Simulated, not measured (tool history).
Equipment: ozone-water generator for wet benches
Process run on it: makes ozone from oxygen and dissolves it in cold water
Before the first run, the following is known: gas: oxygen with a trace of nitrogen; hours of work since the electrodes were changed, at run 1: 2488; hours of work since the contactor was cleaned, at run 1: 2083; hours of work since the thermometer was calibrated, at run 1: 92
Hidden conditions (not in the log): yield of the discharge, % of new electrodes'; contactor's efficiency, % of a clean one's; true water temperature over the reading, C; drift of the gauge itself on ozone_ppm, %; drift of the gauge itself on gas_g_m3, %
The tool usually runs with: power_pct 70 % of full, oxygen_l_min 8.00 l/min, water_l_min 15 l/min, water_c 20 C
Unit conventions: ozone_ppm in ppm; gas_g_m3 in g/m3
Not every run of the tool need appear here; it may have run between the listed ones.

| run | hour | power_pct | oxygen_l_min | water_l_min | water_c | hours of work since the electrodes were changed | hours of work since the contactor was cleaned | hours of work since the thermometer was calibrated | ozone_ppm | gas_g_m3 |
|---|---|---|---|---|---|---|---|---|---|---|
| 1 | 0.0 | 70 | 8.00 | 15 | 20 | 2488 | 2083 | 92 | 21.3 | 163.6 |
| 2 | 169.7 | 70 | 6.00 | 15 | 20 | 2623 | 2218 | 227 | 21.6 | 188.5 |
| 3 | 271.6 | 70 | 6.00 | 15 | 20 | 2704 | 2299 | 308 | 21.6 | 186.4 |
| 4 | 361.0 | 70 | 6.00 | 15 | 20 | 2775 | 2370 | 380 | 21.3 | 187.7 |
| 5 | 551.4 | 70 | 8.00 | 15 | 20 | 2927 | 2522 | 531 | 20.5 | 158.0 |
| 6 | 648.5 | 70 | 8.00 | 15 | 20 | 3005 | 2600 | 609 | 20.4 | 159.4 |
| 7 | 858.3 | 70 | 8.00 | 15 | 20 | 3172 | 2767 | 776 | 20.3 | 157.5 |
| 8 | 1041.1 | 70 | 8.00 | 15 | 20 | 3318 | 2913 | 922 | 19.7 | 155.4 |
|  | 1056.4 | contactor cleaned |
| 9 | 1152.5 | 70 | 8.00 | 21 | 28 | 3403 | 77 | 1007 | 12.5 | 154.9 |
| 10 | 1240.7 | 70 | 8.00 | 21 | 28 | 3473 | 147 | 1078 | 12.5 | 153.9 |
| 11 | 1330.1 | 70 | 8.00 | 21 | 28 | 3545 | 218 | 1149 | 12.4 | 153.2 |
| 12 | 1510.8 | 82 | 8.00 | 20 | 28 | 3689 | 362 | 1293 | 13.6 | 163.0 |
| 13 | 1621.0 | 45 | 9.19 | 20 | 28 | 3777 | 450 | 1381 | 10.2 | 117.4 |

What if the next run were any one of these 5? Each begins from the tool's condition after run 13:
|  | 1750.6 | contactor cleaned, once more |
| A | 1758.7 | 43 | 8.12 | 10 | 20 | 3883 | 6 | 1487 | ? | ? |
|  | 1750.6 | contactor cleaned, once more |
| B | 1758.7 | 94 | 6.11 | 11 | 28 | 3883 | 6 | 1487 | ? | ? |
|  | 1750.6 | contactor cleaned, once more |
| C | 1758.7 | 47 | 8.90 | 15 | 25 | 3883 | 6 | 1487 | ? | ? |
|  | 1750.6 | contactor cleaned, once more |
| D | 1758.7 | 45 | 9.19 | 20 | 16 | 3883 | 6 | 1487 | ? | ? |
|  | 1750.6 | contactor cleaned, once more |
| E | 1758.7 | 70 | 9.19 | 20 | 28 | 3883 | 6 | 1487 | ? | ? |

| run | ozone_ppm | gas_g_m3 |
|---|---|---|
| A | 20.7 | 122.0 |
| B | 24.2 | 190.3 |
| C | 15.2 | 121.3 |
| D | 14.9 | 118.1 |
| E | 13.8 | 139.4 |
Take away the tool's hidden state, keep each run's random variation, and the runs would have read:
| run | ozone_ppm | gas_g_m3 |
|---|---|---|
| A | 25.4 | 148.9 |
| B | 32.4 | 255.0 |
| C | 18.8 | 149.5 |
| D | 18.4 | 144.9 |
| E | 18.0 | 180.1 |
